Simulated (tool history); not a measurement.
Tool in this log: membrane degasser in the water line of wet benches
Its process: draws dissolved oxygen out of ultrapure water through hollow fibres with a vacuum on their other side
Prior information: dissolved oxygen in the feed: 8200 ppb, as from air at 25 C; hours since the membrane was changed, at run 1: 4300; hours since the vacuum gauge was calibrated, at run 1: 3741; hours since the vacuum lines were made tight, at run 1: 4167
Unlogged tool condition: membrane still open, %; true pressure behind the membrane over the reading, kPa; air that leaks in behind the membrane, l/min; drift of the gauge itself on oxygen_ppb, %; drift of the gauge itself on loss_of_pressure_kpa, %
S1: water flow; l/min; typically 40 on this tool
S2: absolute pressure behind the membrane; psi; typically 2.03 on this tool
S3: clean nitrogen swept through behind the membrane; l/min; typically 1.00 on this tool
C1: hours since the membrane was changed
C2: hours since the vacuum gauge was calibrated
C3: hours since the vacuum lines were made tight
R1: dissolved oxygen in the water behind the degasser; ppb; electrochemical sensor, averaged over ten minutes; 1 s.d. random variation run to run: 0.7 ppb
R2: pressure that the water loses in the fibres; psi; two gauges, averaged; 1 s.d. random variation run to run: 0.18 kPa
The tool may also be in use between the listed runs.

run,hour,S1,S2,S3,C1,C2,C3,R1,R2
1,0.0,40,2.03,1.00,4300,3741,4167,807.4,5.465
2,90.2,40,2.03,1.00,4390,3832,4257,808.5,5.472
3,205.7,40,2.03,1.00,4506,3947,4373,808.2,5.493
4,326.4,40,2.03,1.00,4626,4068,4493,809.7,5.533
5,404.8,40,2.03,1.00,4705,4146,4572,809.6,5.490
6,539.0,40,2.03,1.00,4839,4280,4706,809.1,5.507
7,617.8,40,2.03,1.00,4918,4359,4785,809.7,5.491
8,752.4,40,2.52,1.00,5052,4494,4919,1034.5,5.552
9,831.3,40,2.52,1.00,5131,4573,4998,1035.5,5.513
10,952.5,40,2.52,1.00,5252,4694,5120,1034.6,5.523
11,1075.9,40,2.52,1.00,5376,4817,5243,1035.8,5.546
12,1173.9,40,2.52,1.00,5474,4915,5341,1035.1,5.517
13,1271.7,40,2.52,1.00,5572,5013,5439,1035.8,5.532
14,1346.5,40,2.52,1.00,5646,5088,5514,1034.8,5.568
# hour 1354.9: vacuum gauge calibrated
15,1406.2,26,2.52,1.00,5706,51,5573,747.9,3.607
16,1530.0,26,2.52,1.00,5829,175,5696,749.0,3.604
17,1612.7,42,4.06,0.62,5912,258,5779,2333.7,5.860
# hour 1738.2: vacuum gauge calibrated, once more
18,1754.2,42,4.06,0.62,6053,16,5920,2320.1,5.877
19,1828.2,40,4.89,1.02,6127,90,5994,1940.7,5.575
20,1925.7,40,4.89,1.02,6225,188,6092,1934.9,5.587
21,1989.0,40,4.89,2.29,6288,251,6155,1071.1,5.551
22,2085.0,39,1.89,1.05,6384,347,6251,693.2,5.526
23,2216.3,39,1.89,1.05,6515,478,6382,695.0,5.466
# hour 2285.2: seals of the vacuum lines changed
24,2288.4,25,3.31,1.05,6585,548,3,921.1,3.506
25,2350.6,25,3.31,1.05,6647,610,65,920.0,3.520
26,2411.8,25,4.21,2.63,6709,672,127,546.1,3.520
27,2550.3,49,3.42,1.67,6847,810,265,1130.1,6.947
28,2660.8,49,3.42,1.67,6958,921,376,1129.9,6.912
29,2744.6,27,4.12,0.52,7041,1004,459,1995.1,3.809
30,2828.0,61,2.78,1.00,7125,1088,543,1544.5,8.633
31,2957.5,41,1.41,1.39,7254,1217,672,396.5,5.849
32,3078.7,57,1.31,0.46,7376,1339,794,968.2,8.106

Across each entry between runs, compare the hidden state at the last listed run before it with the hidden state at the first listed run after it:
Logged between run 14 and run 15: vacuum gauge calibrated (hour 1354.9)
  membrane still open, %: 94.1 -> 94; true pressure behind the membrane over the reading, kPa: 0.15 -> 0.2
  measured less the result without the state, R1: +11.6 -> +13.0 ppb; R2: +0.328 -> +0.216 psi
Logged between run 17 and run 18: vacuum gauge calibrated, once more (hour 1738.2)
  membrane still open, %: 93.8 -> 93.7; true pressure behind the membrane over the reading, kPa: 0.21 -> 0.01; air that leaks in behind the membrane, l/min: 0.0112 -> 0.0114
  measured less the result without the state, R1: +13.9 -> -0.3 ppb; R2: +0.363 -> +0.370 psi
Logged between run 23 and run 24: seals of the vacuum lines changed (hour 2285.2)
  membrane still open, %: 93.2 -> 93.1; true pressure behind the membrane over the reading, kPa: 0.02 -> 0.03; air that leaks in behind the membrane, l/min: 0.0119 -> 0.0014
  measured less the result without the state, R1: +3.8 -> +0.9 ppb; R2: +0.376 -> +0.245 psi

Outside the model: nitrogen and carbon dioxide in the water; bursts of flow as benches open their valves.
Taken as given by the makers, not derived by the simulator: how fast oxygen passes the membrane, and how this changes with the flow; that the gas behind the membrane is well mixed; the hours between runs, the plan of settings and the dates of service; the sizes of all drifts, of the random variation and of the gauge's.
